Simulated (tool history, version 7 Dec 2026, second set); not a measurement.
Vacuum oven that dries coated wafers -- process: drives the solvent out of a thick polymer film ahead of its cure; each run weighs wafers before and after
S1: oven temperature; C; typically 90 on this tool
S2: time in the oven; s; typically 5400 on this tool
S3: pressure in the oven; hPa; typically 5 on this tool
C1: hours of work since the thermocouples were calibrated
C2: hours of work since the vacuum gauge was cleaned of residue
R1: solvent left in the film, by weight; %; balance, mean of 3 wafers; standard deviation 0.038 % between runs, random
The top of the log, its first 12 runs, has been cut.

{"run": 13, "day": 20.975, "S1": 81, "S2": 5400, "S3": 5, "C1": 332, "C2": 1889, "R1": 5.94}
{"run": 14, "day": 23.204, "S1": 81, "S2": 5400, "S3": 15.27, "C1": 374, "C2": 1930, "R1": 7.03}
{"run": 15, "day": 24.992, "S1": 90, "S2": 5400, "S3": 5, "C1": 407, "C2": 1964, "R1": 2.67}
{"run": 16, "day": 27.038, "S1": 90, "S2": 5400, "S3": 5, "C1": 446, "C2": 2002, "R1": 2.69}
{"run": 17, "day": 28.138, "S1": 90, "S2": 5400, "S3": 5, "C1": 466, "C2": 2023, "R1": 2.74}
{"run": 18, "day": 29.358, "S1": 87, "S2": 9480, "S3": 13.87, "C1": 489, "C2": 2046, "R1": 2.77}
{"run": 19, "day": 30.483, "S1": 87, "S2": 9480, "S3": 13.87, "C1": 510, "C2": 2067, "R1": 2.75}
{"run": 20, "day": 31.967, "S1": 92, "S2": 3480, "S3": 6.25, "C1": 538, "C2": 2094, "R1": 4.28}
{"day": 32.612, "done": "vacuum gauge cleaned of residue and calibrated"}
{"run": 21, "day": 34.179, "S1": 90, "S2": 5400, "S3": 3.62, "C1": 578, "C2": 29, "R1": 2.06}
{"run": 22, "day": 36.329, "S1": 90, "S2": 5400, "S3": 3.62, "C1": 618, "C2": 70, "R1": 2.12}
{"run": 23, "day": 38.238, "S1": 90, "S2": 5400, "S3": 3.62, "C1": 654, "C2": 105, "R1": 2.1}
{"run": 24, "day": 40.388, "S1": 90, "S2": 5400, "S3": 9.87, "C1": 694, "C2": 146, "R1": 2.71}
{"run": 25, "day": 42.317, "S1": 90, "S2": 5400, "S3": 9.87, "C1": 731, "C2": 182, "R1": 2.73}
{"run": 26, "day": 44.446, "S1": 90, "S2": 5400, "S3": 9.87, "C1": 770, "C2": 222, "R1": 2.78}
{"run": 27, "day": 46.412, "S1": 90, "S2": 5400, "S3": 9.87, "C1": 807, "C2": 258, "R1": 2.82}
{"run": 28, "day": 47.479, "S1": 98, "S2": 5400, "S3": 9.52, "C1": 827, "C2": 278, "R1": 1.23}
{"run": 29, "day": 49.783, "S1": 98, "S2": 5400, "S3": 9.52, "C1": 870, "C2": 321, "R1": 1.27}
{"day": 51.471, "done": "oven's thermocouples calibrated"}
{"run": 30, "day": 51.471, "S1": 85, "S2": 3960, "S3": 9.2, "C1": 0, "C2": 352, "R1": 5.66}
{"run": 31, "day": 52.717, "S1": 96, "S2": 6180, "S3": 10.19, "C1": 23, "C2": 375, "R1": 1.14}

Here are 3 independent what-if runs from the current tool condition. What would each one return?
{"run": "A", "day": 54.754, "S1": 93, "S2": 5100, "S3": 10.19, "C1": 61, "C2": 413, "R1": "?"}
{"run": "B", "day": 54.754, "S1": 96, "S2": 6120, "S3": 4.02, "C1": 61, "C2": 413, "R1": "?"}
{"run": "C", "day": 54.754, "S1": 90, "S2": 5400, "S3": 15.63, "C1": 61, "C2": 413, "R1": "?"}

run=A R1=2.03
run=B R1=0.74
run=C R1=2.94
With the hidden condition removed and each run's random variation left untouched, the same runs would have given:
run=A R1=1.89
run=B R1=0.63
run=C R1=2.79
